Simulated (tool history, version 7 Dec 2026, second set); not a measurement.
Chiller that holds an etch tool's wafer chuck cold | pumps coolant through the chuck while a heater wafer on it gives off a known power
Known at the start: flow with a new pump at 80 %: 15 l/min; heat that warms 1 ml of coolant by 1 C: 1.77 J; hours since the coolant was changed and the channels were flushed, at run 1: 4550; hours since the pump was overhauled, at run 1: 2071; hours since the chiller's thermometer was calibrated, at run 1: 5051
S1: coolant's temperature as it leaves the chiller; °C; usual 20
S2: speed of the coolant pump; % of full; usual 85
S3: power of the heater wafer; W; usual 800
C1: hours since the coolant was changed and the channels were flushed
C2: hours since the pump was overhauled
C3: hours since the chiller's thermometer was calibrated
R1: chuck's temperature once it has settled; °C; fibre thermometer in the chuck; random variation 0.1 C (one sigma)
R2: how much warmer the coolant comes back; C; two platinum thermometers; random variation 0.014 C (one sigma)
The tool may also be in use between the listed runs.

Run 1, day 0: usual settings; C1 4550; C2 2071; C3 5051. Result: R1 27.1 °C, R2 1.7 C.
At day 3.221: chiller's thermometer calibrated.
Run 2, day 4.608: usual settings but S1 13 °C; C1 4659; C2 2181; C3 33. Result: R1 20.1 °C, R2 1.68 C.
Run 3, day 9.604: usual settings but S1 10 °C; C1 4779; C2 2301; C3 153. Result: R1 17.1 °C, R2 1.68 C.
Run 4, day 15.942: usual settings but S1 10 °C; C1 4931; C2 2453; C3 305. Result: R1 16.9 °C, R2 1.67 C.
Run 5, day 22.65: usual settings but S3 967 W; C1 5092; C2 2614; C3 466. Result: R1 28.5 °C, R2 2.03 C.
Run 6, day 30.662: usual settings but S3 967 W; C1 5284; C2 2806; C3 659. Result: R1 28.7 °C, R2 2.03 C.
Run 7, day 35.262: usual settings but S3 967 W; C1 5395; C2 2916; C3 769. Result: R1 28.5 °C, R2 2 C.
Run 8, day 38.779: usual settings but S3 967 W; C1 5479; C2 3001; C3 853. Result: R1 28.3 °C, R2 1.99 C.
Run 9, day 42.158: usual settings but S3 967 W; C1 5560; C2 3082; C3 934. Result: R1 28.4 °C, R2 1.98 C.
At day 45.271: coolant changed, channels flushed.
Run 10, day 48.017: usual settings but S1 15 °C, S2 66 % of full, S3 570 W; C1 66; C2 3217; C3 1069. Result: R1 20.9 °C, R2 1.5 C.
Run 11, day 51.638: usual settings but S2 69 % of full; C1 153; C2 3303; C3 1156. Result: R1 28.1 °C, R2 2.05 C.
Run 12, day 56.408: usual settings but S2 69 % of full; C1 267; C2 3418; C3 1271. Result: R1 28.2 °C, R2 2.07 C.
Run 13, day 64.592: usual settings but S1 19 °C, S2 87 % of full, S3 1159 W; C1 464; C2 3614; C3 1467. Result: R1 29.1 °C, R2 2.29 C.
Run 14, day 68.071: usual settings but S2 77 % of full, S3 490 W; C1 547; C2 3698; C3 1550. Result: R1 24.5 °C, R2 1.04 C.
Run 15, day 76.175: usual settings but S2 77 % of full, S3 490 W; C1 742; C2 3892; C3 1745. Result: R1 24.7 °C, R2 1.06 C.
Run 16, day 80.071: usual settings but S2 77 % of full, S3 490 W; C1 835; C2 3986; C3 1838. Result: R1 24.7 °C, R2 1.06 C.
Run 17, day 84.738: usual settings but S2 77 % of full, S3 490 W; C1 947; C2 4098; C3 1950. Result: R1 24.5 °C, R2 1.04 C.
Run 18, day 92.575: usual settings but S2 77 % of full, S3 490 W; C1 1135; C2 4286; C3 2139. Result: R1 24.7 °C, R2 1.04 C.

3 ways to go on from here, each from the tool as it stands after run 18. What would each give?
Run A, day 96.529: usual settings but S2 75 % of full, S3 852 W; C1 1230; C2 4381; C3 2233. Result: R1 ?, R2 ?.
Run B, day 96.529: usual settings but S2 77 % of full, S3 1042 W; C1 1230; C2 4381; C3 2233. Result: R1 ?, R2 ?.
Run C, day 96.529: usual settings but S1 19 °C, S2 75 % of full, S3 1069 W; C1 1230; C2 4381; C3 2233. Result: R1 ?, R2 ?.

run    R1    R2
  A  28.2  1.93
  B  29.8  2.32
  C  29.3  2.46
Without the tool's hidden state the same runs would have given:
run    R1    R2
  A  28.2  2.06
  B  29.7  2.45
  C  29.2  2.59
